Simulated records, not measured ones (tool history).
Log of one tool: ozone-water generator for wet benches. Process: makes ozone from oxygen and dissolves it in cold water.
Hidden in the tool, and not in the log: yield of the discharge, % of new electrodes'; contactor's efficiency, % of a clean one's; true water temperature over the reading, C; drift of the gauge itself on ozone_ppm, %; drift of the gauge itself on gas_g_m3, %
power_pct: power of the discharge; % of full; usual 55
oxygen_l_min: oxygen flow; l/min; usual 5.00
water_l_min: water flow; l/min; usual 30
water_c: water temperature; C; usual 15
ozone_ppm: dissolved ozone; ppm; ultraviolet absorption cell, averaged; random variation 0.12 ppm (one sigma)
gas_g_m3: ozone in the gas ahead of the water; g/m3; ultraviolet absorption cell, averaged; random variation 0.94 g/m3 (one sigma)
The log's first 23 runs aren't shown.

| run | hour | power_pct | oxygen_l_min | water_l_min | water_c | hours of work since the electrodes were changed | hours of work since the contactor was cleaned | hours of work since the thermometer was calibrated | ozone_ppm | gas_g_m3 |
|---|---|---|---|---|---|---|---|---|---|---|
| 24 | 520.7 | 57 | 7.79 | 47 | 16 | 619 | 3076 | 1261 | 8.2 | 130.3 |
| 25 | 549.9 | 46 | 7.79 | 47 | 21 | 643 | 3100 | 1286 | 6.6 | 115.2 |
| 26 | 572.2 | 46 | 7.79 | 47 | 21 | 662 | 3119 | 1304 | 6.7 | 116.1 |
| 27 | 587.0 | 46 | 7.79 | 47 | 21 | 674 | 3132 | 1317 | 6.6 | 116.0 |
| 28 | 619.6 | 43 | 7.79 | 47 | 8 | 702 | 3159 | 1344 | 7.2 | 111.2 |
| 29 | 652.0 | 43 | 7.79 | 47 | 8 | 729 | 3186 | 1371 | 7.3 | 112.6 |
| 30 | 684.2 | 40 | 7.79 | 47 | 17 | 756 | 3213 | 1399 | 6.4 | 106.2 |
| 31 | 700.7 | 41 | 2.66 | 19 | 22 | 770 | 3227 | 1412 | 10.8 | 177.7 |
| 32 | 716.2 | 46 | 6.89 | 35 | 12 | 783 | 3240 | 1426 | 9.1 | 123.7 |
| 33 | 739.6 | 54 | 7.91 | 35 | 12 | 803 | 3260 | 1445 | 10.5 | 127.2 |
| 34 | 753.0 | 57 | 3.57 | 46 | 22 | 814 | 3271 | 1457 | 6.1 | 190.2 |

Forecast each of these 3 alternatives for the next run:
| A | 773.5 | 42 | 5.00 | 25 | 15 | 832 | 3289 | 1474 | ? | ? |
| B | 773.5 | 89 | 5.00 | 21 | 19 | 832 | 3289 | 1474 | ? | ? |
| C | 773.5 | 55 | 8.72 | 36 | 15 | 832 | 3289 | 1474 | ? | ? |

| run | ozone_ppm | gas_g_m3 |
|---|---|---|
| A | 10.5 | 134.7 |
| B | 17.4 | 211.0 |
| C | 10.1 | 122.8 |
Without the tool's hidden state the same runs would have given:
| run | ozone_ppm | gas_g_m3 |
|---|---|---|
| A | 10.5 | 134.7 |
| B | 17.4 | 211.0 |
| C | 10.1 | 122.8 |
